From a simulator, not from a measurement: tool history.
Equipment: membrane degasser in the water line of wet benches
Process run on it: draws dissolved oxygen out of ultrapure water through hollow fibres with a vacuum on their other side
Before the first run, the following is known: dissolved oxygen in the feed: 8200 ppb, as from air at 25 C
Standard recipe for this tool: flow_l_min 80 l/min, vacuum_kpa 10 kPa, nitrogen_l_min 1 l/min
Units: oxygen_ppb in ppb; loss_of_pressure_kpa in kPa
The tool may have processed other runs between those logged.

run,hour,flow_l_min,vacuum_kpa,nitrogen_l_min,oxygen_ppb,loss_of_pressure_kpa
1,0,80,10,1,1013,68.84
2,74.6,80,10,1,1015.8,69.03
3,153.1,80,10,1,1011.1,69.3
4,229.3,80,10,1,1015.1,69.42
5,285.1,80,13,1,1333,69.28
6,373.1,80,13,1,1335.1,69.11
7,416.7,80,10,1,1014.3,69.45
8,478.2,80,10,1,1014.8,69.39
9,525.2,58,10,1,757.8,50.15
10,574.9,58,10,1,756.4,49.95
11,647.5,58,10,1,760.9,50.26
12,722.3,80,10,1.97,708.6,69.34
13,811.6,80,10,1.97,712.7,69.14
14,908.3,80,10,1.97,711.7,69.45
15,963.3,80,10,1,1014.4,69.23
16,1010.2,80,10,1,1009.5,69.18
17,1081.2,80,10,1,1014.1,69.25
18,1154.5,124,10.4,2.73,1034.5,107.59
19,1245.4,109,20.6,2.73,1524.1,94.59
20,1323.6,109,20.6,2.73,1513.7,94.99
# hour 1328.3: vacuum gauge calibrated
21,1409.4,109,20.6,2.73,1521.3,95.16
22,1484.1,109,20.6,2.73,1521.8,94.65
23,1554.8,109,20.6,2.73,1527.5,95.17
24,1649.2,109,20.6,2.73,1521.2,95.12
25,1737.3,57,23.6,0.51,2666.8,49.84
# hour 1749.9: vacuum gauge calibrated, once more
26,1803.7,57,23.6,0.51,2646.6,49.47
27,1870,80,19.5,1.48,1571.2,69.67
28,1963.2,80,18.4,1.91,1286,69.37
29,2028,117,18.4,1.47,2016.5,101.91
30,2118.8,117,18.4,1.47,2023.6,101.81
31,2212.6,117,18.4,1.47,2012.2,101.49
32,2282.4,117,18.4,1.47,2022.2,101.77
33,2357.1,117,18.4,1.47,2021.7,101.63

Predict each of these 3 candidate next runs independently; none follows another, all start after run 33:
A,2430.6,117,6,1.47,?,?
B,2430.6,117,24.5,1.1,?,?
C,2430.6,107,10.9,0.8,?,?

run,oxygen_ppb,loss_of_pressure_kpa
A,779.6,102.46
B,2877.2,101.69
C,1556.8,92.86
Take away the tool's hidden state, keep each run's random variation, and the runs would have read:
run,oxygen_ppb,loss_of_pressure_kpa
A,763.6,101.17
B,2875.8,100.41
C,1552.2,91.69

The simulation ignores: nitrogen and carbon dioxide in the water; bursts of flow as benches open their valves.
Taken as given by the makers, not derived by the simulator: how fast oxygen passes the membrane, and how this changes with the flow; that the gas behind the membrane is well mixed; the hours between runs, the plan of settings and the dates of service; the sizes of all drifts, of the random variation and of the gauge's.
